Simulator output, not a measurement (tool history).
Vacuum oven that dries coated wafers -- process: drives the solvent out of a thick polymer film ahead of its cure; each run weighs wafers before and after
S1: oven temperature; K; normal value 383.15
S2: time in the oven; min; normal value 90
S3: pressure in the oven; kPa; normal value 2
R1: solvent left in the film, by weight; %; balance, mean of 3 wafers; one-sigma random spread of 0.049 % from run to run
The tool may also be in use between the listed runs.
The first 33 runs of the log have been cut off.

| run | hour | S1 | S2 | S3 | R1 |
|---|---|---|---|---|---|
| 34 | 468.7 | 383.15 | 90 | 2.06 | 2.64 |
| 35 | 488.6 | 383.15 | 90 | 2.06 | 2.65 |
| 36 | 506.7 | 383.15 | 90 | 2.06 | 2.66 |
| 37 | 517.4 | 380.15 | 52 | 3.22 | 6.86 |
| 38 | 529.7 | 377.15 | 52 | 3.22 | 7.71 |
| 39 | 549.8 | 378.15 | 65 | 7.38 | 7.81 |
| 40 | 565.6 | 378.15 | 65 | 7.38 | 7.82 |
| 41 | 586.3 | 385.15 | 90 | 3.41 | 2.92 |
| 42 | 604.5 | 388.15 | 76 | 1.31 | 2.26 |
| 43 | 616.1 | 394.15 | 46 | 2.06 | 3.68 |
| 44 | 625.5 | 374.15 | 103 | 1.05 | 3.55 |
| 45 | 638.1 | 383.15 | 80 | 3.87 | 3.84 |
| 46 | 654.7 | 376.15 | 146 | 7.35 | 5.12 |
| 47 | 667.7 | 384.15 | 120 | 1.86 | 1.51 |
| 48 | 680.2 | 392.15 | 120 | 1.86 | 0.84 |

Predict each of these 3 candidate next runs independently; none follows another, all start after run 48:
| A | 697 | 392.15 | 90 | 1.06 | ? |
| B | 697 | 394.15 | 71 | 2 | ? |
| C | 697 | 383.15 | 90 | 2.32 | ? |

| run | R1 |
|---|---|
| A | 1.11 |
| B | 1.84 |
| C | 2.87 |
Stripped of hidden state, with their random variation kept, the same runs would have yielded:
| run | R1 |
|---|---|
| A | 1.1 |
| B | 1.82 |
| C | 2.85 |

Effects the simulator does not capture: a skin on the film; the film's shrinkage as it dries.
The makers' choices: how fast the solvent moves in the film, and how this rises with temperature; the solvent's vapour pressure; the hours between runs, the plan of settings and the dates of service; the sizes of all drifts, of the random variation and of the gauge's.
